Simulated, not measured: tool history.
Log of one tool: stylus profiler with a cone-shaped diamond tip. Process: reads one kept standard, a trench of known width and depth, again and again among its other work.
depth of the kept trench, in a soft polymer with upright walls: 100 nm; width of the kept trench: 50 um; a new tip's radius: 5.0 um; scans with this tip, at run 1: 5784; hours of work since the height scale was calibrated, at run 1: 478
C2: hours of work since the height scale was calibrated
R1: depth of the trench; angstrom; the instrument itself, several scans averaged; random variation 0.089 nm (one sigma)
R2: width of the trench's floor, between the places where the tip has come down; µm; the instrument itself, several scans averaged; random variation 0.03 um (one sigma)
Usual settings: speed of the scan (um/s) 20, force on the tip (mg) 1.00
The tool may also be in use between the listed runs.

run 1 hour=0.0 | speed_of_the_scan_(um/s)=20 force_on_the_tip_(mg)=1.00 | scans_with_this_tip=5784 C2=478 | R1=1006.5 R2=47.95
run 2 hour=6.7 | speed_of_the_scan_(um/s)=20 force_on_the_tip_(mg)=1.00 | scans_with_this_tip=5848 C2=483 | R1=1006.7 R2=47.94
run 3 hour=13.2 | speed_of_the_scan_(um/s)=20 force_on_the_tip_(mg)=1.00 | scans_with_this_tip=5911 C2=488 | R1=1007.4 R2=47.91
run 4 hour=23.2 | speed_of_the_scan_(um/s)=20 force_on_the_tip_(mg)=0.49 | scans_with_this_tip=6008 C2=496 | R1=1004.9 R2=47.88
run 5 hour=32.1 | speed_of_the_scan_(um/s)=25 force_on_the_tip_(mg)=0.49 | scans_with_this_tip=6093 C2=503 | R1=1003.9 R2=47.81
run 6 hour=38.8 | speed_of_the_scan_(um/s)=20 force_on_the_tip_(mg)=1.53 | scans_with_this_tip=6157 C2=508 | R1=1008.5 R2=47.92
run 7 hour=54.2 | speed_of_the_scan_(um/s)=20 force_on_the_tip_(mg)=1.53 | scans_with_this_tip=6305 C2=521 | R1=1008.1 R2=47.96
run 8 hour=64.3 | speed_of_the_scan_(um/s)=20 force_on_the_tip_(mg)=1.53 | scans_with_this_tip=6402 C2=529 | R1=1007.4 R2=47.90
run 9 hour=76.2 | speed_of_the_scan_(um/s)=20 force_on_the_tip_(mg)=1.53 | scans_with_this_tip=6517 C2=538 | R1=1008.0 R2=47.94
run 10 hour=88.7 | speed_of_the_scan_(um/s)=20 force_on_the_tip_(mg)=1.53 | scans_with_this_tip=6637 C2=548 | R1=1007.9 R2=47.94
run 11 hour=100.5 | speed_of_the_scan_(um/s)=26 force_on_the_tip_(mg)=1.00 | scans_with_this_tip=6751 C2=557 | R1=1007.6 R2=47.87
run 12 hour=109.9 | speed_of_the_scan_(um/s)=20 force_on_the_tip_(mg)=1.00 | scans_with_this_tip=6841 C2=565 | R1=1006.7 R2=47.91
run 13 hour=125.0 | speed_of_the_scan_(um/s)=20 force_on_the_tip_(mg)=1.00 | scans_with_this_tip=6987 C2=577 | R1=1005.9 R2=47.88
run 14 hour=131.4 | speed_of_the_scan_(um/s)=14 force_on_the_tip_(mg)=1.00 | scans_with_this_tip=7048 C2=582 | R1=1006.2 R2=47.94
run 15 hour=146.7 | speed_of_the_scan_(um/s)=15 force_on_the_tip_(mg)=1.00 | scans_with_this_tip=7195 C2=594 | R1=1005.8 R2=47.98
run 16 hour=156.5 | speed_of_the_scan_(um/s)=15 force_on_the_tip_(mg)=1.00 | scans_with_this_tip=7289 C2=602 | R1=1006.7 R2=47.98
run 17 hour=163.5 | speed_of_the_scan_(um/s)=15 force_on_the_tip_(mg)=1.00 | scans_with_this_tip=7357 C2=607 | R1=1007.5 R2=47.92
run 18 hour=172.1 | speed_of_the_scan_(um/s)=49 force_on_the_tip_(mg)=1.25 | scans_with_this_tip=7439 C2=614 | R1=1008.4 R2=47.80
run 19 hour=181.6 | speed_of_the_scan_(um/s)=49 force_on_the_tip_(mg)=1.25 | scans_with_this_tip=7531 C2=622 | R1=1008.3 R2=47.78
run 20 hour=190.3 | speed_of_the_scan_(um/s)=35 force_on_the_tip_(mg)=1.09 | scans_with_this_tip=7615 C2=629 | R1=1007.2 R2=47.90
run 21 hour=201.4 | speed_of_the_scan_(um/s)=35 force_on_the_tip_(mg)=1.09 | scans_with_this_tip=7721 C2=637 | R1=1007.5 R2=47.84
run 22 hour=208.6 | speed_of_the_scan_(um/s)=64 force_on_the_tip_(mg)=1.73 | scans_with_this_tip=7790 C2=643 | R1=1008.6 R2=47.75
run 23 hour=221.5 | speed_of_the_scan_(um/s)=38 force_on_the_tip_(mg)=0.73 | scans_with_this_tip=7914 C2=653 | R1=1005.5 R2=47.79
run 24 hour=228.7 | speed_of_the_scan_(um/s)=38 force_on_the_tip_(mg)=0.73 | scans_with_this_tip=7984 C2=659 | R1=1005.6 R2=47.78
run 25 hour=243.3 | speed_of_the_scan_(um/s)=74 force_on_the_tip_(mg)=0.40 | scans_with_this_tip=8124 C2=671 | R1=1002.6 R2=47.47
run 26 hour=255.0 | speed_of_the_scan_(um/s)=74 force_on_the_tip_(mg)=0.40 | scans_with_this_tip=8236 C2=680 | R1=1003.6 R2=47.47
run 27 hour=265.5 | speed_of_the_scan_(um/s)=74 force_on_the_tip_(mg)=1.21 | scans_with_this_tip=8338 C2=688 | R1=1008.4 R2=47.66

3 ways to go on from here, each from the tool as it stands after run 27. What would each give?
run A hour=280.2 | speed_of_the_scan_(um/s)=67 force_on_the_tip_(mg)=1.52 | scans_with_this_tip=8479 C2=700 | R1=? R2=?
run B hour=280.2 | speed_of_the_scan_(um/s)=74 force_on_the_tip_(mg)=0.91 | scans_with_this_tip=8479 C2=700 | R1=? R2=?
run C hour=280.2 | speed_of_the_scan_(um/s)=50 force_on_the_tip_(mg)=0.72 | scans_with_this_tip=8479 C2=700 | R1=? R2=?

run=A R1=1009.1 R2=47.74
run=B R1=1005.5 R2=47.61
run=C R1=1005.0 R2=47.74
Without the tool's hidden state the same runs would have given:
run=A R1=1009.1 R2=47.75
run=B R1=1005.5 R2=47.62
run=C R1=1005.0 R2=47.75
